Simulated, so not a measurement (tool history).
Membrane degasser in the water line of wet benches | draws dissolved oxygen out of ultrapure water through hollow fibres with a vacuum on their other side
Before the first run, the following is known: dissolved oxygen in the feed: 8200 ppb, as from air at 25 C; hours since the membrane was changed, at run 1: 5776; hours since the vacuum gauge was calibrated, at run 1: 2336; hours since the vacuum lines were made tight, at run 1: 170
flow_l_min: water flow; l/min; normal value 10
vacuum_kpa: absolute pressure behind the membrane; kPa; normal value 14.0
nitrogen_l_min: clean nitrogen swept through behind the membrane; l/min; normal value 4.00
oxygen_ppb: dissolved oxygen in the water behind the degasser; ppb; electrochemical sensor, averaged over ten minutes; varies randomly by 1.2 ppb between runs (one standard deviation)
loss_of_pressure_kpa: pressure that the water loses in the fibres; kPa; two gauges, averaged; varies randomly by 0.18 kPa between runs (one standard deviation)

| run | hour | flow_l_min | vacuum_kpa | nitrogen_l_min | hours since the membrane was changed | hours since the vacuum gauge was calibrated | hours since the vacuum lines were made tight | oxygen_ppb | loss_of_pressure_kpa |
|---|---|---|---|---|---|---|---|---|---|
| 1 | 0.0 | 10 | 14.0 | 4.00 | 5776 | 2336 | 170 | 132.0 | 36.25 |
| 2 | 283.9 | 10 | 14.0 | 4.00 | 6060 | 2620 | 454 | 137.1 | 36.17 |
| 3 | 432.7 | 10 | 14.0 | 4.00 | 6209 | 2768 | 603 | 133.9 | 36.56 |
| 4 | 640.6 | 10 | 14.0 | 3.08 | 6417 | 2976 | 811 | 155.3 | 36.54 |
| 5 | 853.6 | 10 | 14.0 | 3.08 | 6630 | 3189 | 1024 | 155.2 | 36.78 |
| 6 | 1066.1 | 10 | 14.0 | 3.08 | 6843 | 3402 | 1236 | 159.1 | 36.55 |
| 7 | 1216.6 | 10 | 14.0 | 3.08 | 6993 | 3552 | 1387 | 157.3 | 36.66 |
| 8 | 1479.6 | 10 | 14.0 | 9.62 | 7256 | 3815 | 1650 | 98.4 | 36.86 |
| 9 | 1598.5 | 10 | 14.0 | 4.00 | 7375 | 3934 | 1769 | 139.7 | 36.81 |
| 10 | 1886.3 | 10 | 14.0 | 9.95 | 7663 | 4222 | 2056 | 100.6 | 36.90 |
| 11 | 2150.9 | 10 | 14.0 | 4.00 | 7927 | 4487 | 2321 | 139.9 | 36.88 |
|  | 2351.1 | vacuum gauge calibrated |
| 12 | 2406.5 | 9 | 14.0 | 4.00 | 8182 | 55 | 2576 | 108.4 | 33.57 |
| 13 | 2689.5 | 9 | 14.0 | 4.00 | 8465 | 338 | 2859 | 111.1 | 33.59 |
| 14 | 2843.0 | 10 | 21.7 | 4.00 | 8619 | 492 | 3013 | 191.7 | 37.44 |
| 15 | 3023.7 | 7 | 14.0 | 4.00 | 8800 | 673 | 3193 | 63.8 | 26.06 |
| 16 | 3208.3 | 10 | 14.0 | 4.00 | 8984 | 857 | 3378 | 143.3 | 37.52 |
| 17 | 3414.2 | 6 | 14.0 | 2.55 | 9190 | 1063 | 3584 | 73.1 | 22.12 |
|  | 3540.6 | vacuum gauge calibrated, once more |
| 18 | 3584.6 | 15 | 20.9 | 2.04 | 9360 | 44 | 3754 | 579.1 | 55.99 |
| 19 | 3764.3 | 15 | 20.9 | 2.04 | 9540 | 224 | 3933 | 585.8 | 56.83 |
| 20 | 4034.0 | 10 | 29.3 | 2.55 | 9809 | 493 | 4203 | 323.1 | 37.91 |
| 21 | 4228.1 | 10 | 29.3 | 2.55 | 10004 | 688 | 4397 | 325.8 | 37.51 |
| 22 | 4373.4 | 9 | 19.1 | 11.42 | 10149 | 833 | 4543 | 82.1 | 33.94 |
| 23 | 4658.8 | 10 | 12.6 | 5.69 | 10434 | 1118 | 4828 | 122.1 | 37.75 |
| 24 | 4946.7 | 10 | 12.6 | 5.69 | 10722 | 1406 | 5116 | 122.0 | 37.62 |
| 25 | 5077.5 | 9 | 16.5 | 3.39 | 10853 | 1537 | 5247 | 140.8 | 34.22 |
| 26 | 5240.3 | 9 | 16.5 | 3.39 | 11016 | 1700 | 5409 | 140.5 | 34.33 |
| 27 | 5396.1 | 9 | 16.5 | 3.39 | 11172 | 1855 | 5565 | 138.8 | 34.13 |
| 28 | 5594.8 | 8 | 28.4 | 1.85 | 11370 | 2054 | 5764 | 303.9 | 30.32 |
| 29 | 5801.2 | 9 | 15.4 | 1.85 | 11577 | 2261 | 5970 | 201.4 | 34.34 |
| 30 | 5937.8 | 9 | 10.4 | 4.00 | 11713 | 2397 | 6107 | 95.1 | 34.33 |
| 31 | 6194.1 | 7 | 10.5 | 6.02 | 11970 | 2653 | 6363 | 39.3 | 26.72 |
| 32 | 6469.3 | 16 | 10.5 | 6.02 | 12245 | 2929 | 6638 | 426.5 | 61.57 |

Measured minus without-hidden-state, run by run (identical run-to-run variation in each term; gauge scatter may differ):
The hidden state here: membrane still open, %; true pressure behind the membrane over the reading, kPa; air that leaks in behind the membrane, l/min; drift of the gauge itself on oxygen_ppb, %; drift of the gauge itself on loss_of_pressure_kpa, %.
| run | oxygen_ppb | loss_of_pressure_kpa |
|---|---|---|
| 1 | +14.1 | +1.59 |
| 2 | +15.4 | +1.68 |
| 3 | +15.4 | +1.73 |
| 4 | +16.7 | +1.78 |
| 5 | +17.4 | +1.84 |
| 6 | +18.4 | +1.90 |
| 7 | +18.6 | +1.93 |
| 8 | +17.8 | +2.02 |
| 9 | +19.5 | +2.06 |
| 10 | +19.1 | +2.12 |
| 11 | +21.1 | +2.21 |
| 12 | +16.1 | +2.05 |
| 13 | +17.1 | +2.12 |
| 14 | +24.5 | +2.42 |
| 15 | +8.0 | +1.72 |
| 16 | +24.7 | +2.52 |
| 17 | +6.9 | +1.53 |
| 18 | +63.9 | +3.91 |
| 19 | +66.0 | +4.02 |
| 20 | +27.8 | +2.76 |
| 21 | +28.8 | +2.80 |
| 22 | +18.0 | +2.55 |
| 23 | +26.9 | +2.92 |
| 24 | +27.6 | +3.00 |
| 25 | +21.3 | +2.75 |
| 26 | +21.6 | +2.79 |
| 27 | +21.8 | +2.80 |
| 28 | +22.2 | +2.57 |
| 29 | +25.4 | +2.94 |
| 30 | +22.2 | +2.97 |
| 31 | +9.0 | +2.36 |
| 32 | +100.9 | +5.54 |
